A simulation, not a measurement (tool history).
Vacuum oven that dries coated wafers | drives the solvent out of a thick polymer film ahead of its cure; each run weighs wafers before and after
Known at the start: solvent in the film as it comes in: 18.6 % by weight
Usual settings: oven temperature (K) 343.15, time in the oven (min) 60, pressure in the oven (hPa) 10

| run | day | oven temperature (K) | time in the oven (min) | pressure in the oven (hPa) | solvent left in the film (%) |
|---|---|---|---|---|---|
| 1 | 0 | 343.15 | 60 | 10 | 4.99 |
| 2 | 1.508 | 343.15 | 60 | 10 | 4.93 |
| 3 | 4.017 | 343.15 | 60 | 10 | 4.95 |
| 4 | 5.746 | 343.15 | 60 | 6.4 | 4.9 |
| 5 | 7.383 | 357.15 | 60 | 10 | 0.8 |
| 6 | 8.617 | 343.15 | 60 | 10 | 4.98 |
| 7 | 9.742 | 343.15 | 81 | 10 | 3.53 |
| 8 | 12.275 | 343.15 | 81 | 10 | 3.49 |
| 9 | 14.508 | 343.15 | 81 | 10 | 3.57 |
| 10 | 16.992 | 350.15 | 60 | 10 | 2.41 |
| 11 | 19.233 | 351.15 | 60 | 10 | 2.13 |
| 12 | 20.954 | 343.15 | 60 | 10 | 5.07 |
| 13 | 23.108 | 343.15 | 60 | 10 | 5 |
| 14 | 25.783 | 343.15 | 60 | 10 | 5.13 |
|  | 27.033 | oven's thermocouples calibrated |
| 15 | 27.462 | 343.15 | 60 | 10 | 4.62 |

Run 16 comes next. What will it give?
| 16 | 29.133 | 343.15 | 69 | 10 | ? |

Run 16 gave solvent left in the film (%) 3.88.
Without the tool's hidden state the same run would have given solvent left in the film (%) 4.01.

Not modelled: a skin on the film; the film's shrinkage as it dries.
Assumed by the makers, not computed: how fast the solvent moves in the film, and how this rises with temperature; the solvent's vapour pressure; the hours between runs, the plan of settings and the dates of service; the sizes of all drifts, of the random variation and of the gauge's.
